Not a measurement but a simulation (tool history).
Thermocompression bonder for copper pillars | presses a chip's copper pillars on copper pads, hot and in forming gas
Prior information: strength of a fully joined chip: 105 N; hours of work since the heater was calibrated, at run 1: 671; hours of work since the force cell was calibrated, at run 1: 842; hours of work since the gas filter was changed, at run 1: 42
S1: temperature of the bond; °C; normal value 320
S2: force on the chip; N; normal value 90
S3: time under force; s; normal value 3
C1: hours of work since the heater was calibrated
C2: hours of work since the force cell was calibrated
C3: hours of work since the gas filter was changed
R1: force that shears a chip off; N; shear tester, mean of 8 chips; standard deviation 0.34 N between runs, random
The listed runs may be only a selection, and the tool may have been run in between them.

run 1 hour=0 | S1=320 S2=90 S3=3 | C1=671 C2=842 C3=42 | R1=67.8
run 2 hour=29.6 | S1=320 S2=90 S3=3 | C1=693 C2=863 C3=63 | R1=68
run 3 hour=52.8 | S1=320 S2=104 S3=3 | C1=709 C2=880 C3=80 | R1=74.9
run 4 hour=71.7 | S1=323 S2=90 S3=3 | C1=723 C2=893 C3=93 | R1=69.7
-- hour=91 forming gas filter changed
run 5 hour=104.8 | S1=323 S2=90 S3=3 | C1=746 C2=916 C3=10 | R1=69.5
run 6 hour=121.8 | S1=323 S2=90 S3=3 | C1=758 C2=928 C3=22 | R1=69.3
run 7 hour=150.2 | S1=320 S2=90 S3=3 | C1=778 C2=949 C3=42 | R1=67.6
run 8 hour=167.4 | S1=320 S2=90 S3=3 | C1=790 C2=961 C3=54 | R1=68
run 9 hour=188.5 | S1=336 S2=90 S3=3 | C1=805 C2=976 C3=69 | R1=76
run 10 hour=206 | S1=320 S2=55 S3=3 | C1=818 C2=988 C3=82 | R1=45.1
run 11 hour=231.8 | S1=320 S2=90 S3=3 | C1=836 C2=1007 C3=100 | R1=67.2
-- hour=241.4 forming gas filter changed
run 12 hour=258.3 | S1=320 S2=90 S3=3 | C1=855 C2=1025 C3=12 | R1=68.2
run 13 hour=280.7 | S1=320 S2=90 S3=3 | C1=871 C2=1041 C3=28 | R1=67.8
run 14 hour=302 | S1=320 S2=90 S3=3 | C1=886 C2=1056 C3=43 | R1=67.7
run 15 hour=328.1 | S1=305 S2=90 S3=3 | C1=905 C2=1075 C3=62 | R1=58.6
run 16 hour=366.3 | S1=305 S2=87 S3=3 | C1=932 C2=1102 C3=89 | R1=57.3
-- hour=390.6 forming gas filter changed
run 17 hour=399.9 | S1=320 S2=106 S3=3 | C1=955 C2=1126 C3=7 | R1=74.4
run 18 hour=438.7 | S1=320 S2=90 S3=3 | C1=983 C2=1153 C3=34 | R1=67.5
run 19 hour=478.2 | S1=320 S2=90 S3=3 | C1=1011 C2=1182 C3=62 | R1=67.2
run 20 hour=503 | S1=320 S2=90 S3=2 | C1=1029 C2=1199 C3=80 | R1=59.6
run 21 hour=529.6 | S1=343 S2=90 S3=8 | C1=1048 C2=1218 C3=99 | R1=93.8
-- hour=539.8 forming gas filter changed
run 22 hour=568.9 | S1=303 S2=81 S3=3 | C1=1075 C2=1246 C3=21 | R1=52.9
run 23 hour=604.3 | S1=296 S2=107 S3=2 | C1=1101 C2=1271 C3=46 | R1=53.6
-- hour=612.3 heater calibrated with a thermocouple chip
run 24 hour=625.7 | S1=339 S2=54 S3=6 | C1=10 C2=1285 C3=60 | R1=65.7
run 25 hour=655.2 | S1=321 S2=76 S3=9 | C1=31 C2=1306 C3=81 | R1=79.7
run 26 hour=671.5 | S1=321 S2=76 S3=9 | C1=42 C2=1318 C3=92 | R1=79.7
-- hour=691.8 forming gas filter changed
run 27 hour=695 | S1=320 S2=130 S3=4 | C1=59 C2=1334 C3=2 | R1=87.1
run 28 hour=715.3 | S1=320 S2=58 S3=4 | C1=73 C2=1349 C3=17 | R1=51.4
run 29 hour=744.6 | S1=298 S2=75 S3=2 | C1=94 C2=1369 C3=38 | R1=39.6
run 30 hour=769.2 | S1=317 S2=90 S3=4 | C1=111 C2=1387 C3=55 | R1=70.3
run 31 hour=794.5 | S1=343 S2=89 S3=4 | C1=130 C2=1405 C3=73 | R1=83.3
run 32 hour=834.2 | S1=320 S2=92 S3=3 | C1=158 C2=1433 C3=101 | R1=67.7
-- hour=842.8 forming gas filter changed
run 33 hour=867.5 | S1=320 S2=93 S3=2 | C1=181 C2=1457 C3=18 | R1=60.6
run 34 hour=891.7 | S1=320 S2=58 S3=6 | C1=198 C2=1474 C3=35 | R1=59.2
run 35 hour=929.8 | S1=345 S2=63 S3=2 | C1=226 C2=1501 C3=62 | R1=55.2
run 36 hour=950.8 | S1=345 S2=63 S3=2 | C1=241 C2=1516 C3=77 | R1=56
run 37 hour=969.3 | S1=298 S2=111 S3=2 | C1=254 C2=1529 C3=90 | R1=55.7
run 38 hour=985.5 | S1=298 S2=98 S3=2 | C1=265 C2=1541 C3=102 | R1=50.6
-- hour=992.9 forming gas filter changed
run 39 hour=1008.3 | S1=343 S2=112 S3=2 | C1=281 C2=1557 C3=11 | R1=81.9
run 40 hour=1046.4 | S1=343 S2=112 S3=2 | C1=308 C2=1584 C3=38 | R1=80.8

How would selected steps in R1 from run to run divide? Give the signed amount a tool lacking its hidden state would still show from settings, what came in and random variation, and the signed amount left for the hidden state, including any gauge scatter that is not in both of the compared results.
The hidden state here: true temperature of the bond over the reading, C; force that reaches the chip, % of what is set; oxide that the forming gas leaves, % of the face; drift of the gauge itself on shear_n, %.
Run 20 -> 21: S1 320 -> 343, S3 2 -> 8. R1 +34.2 N: hidden state -0.7, all else +34.9.
Run 21 -> 22: S1 343 -> 303, S2 90 -> 81, S3 8 -> 3, forming gas filter changed. R1 -40.9 N: hidden state +0.8, all else -41.7.
Run 27 -> 28: S2 130 -> 58. R1 -35.7 N: hidden state +0.5, all else -36.2.
Run 38 -> 39: S1 298 -> 343, S2 98 -> 112, forming gas filter changed. R1 +31.3 N: hidden state -0.7, all else +32.
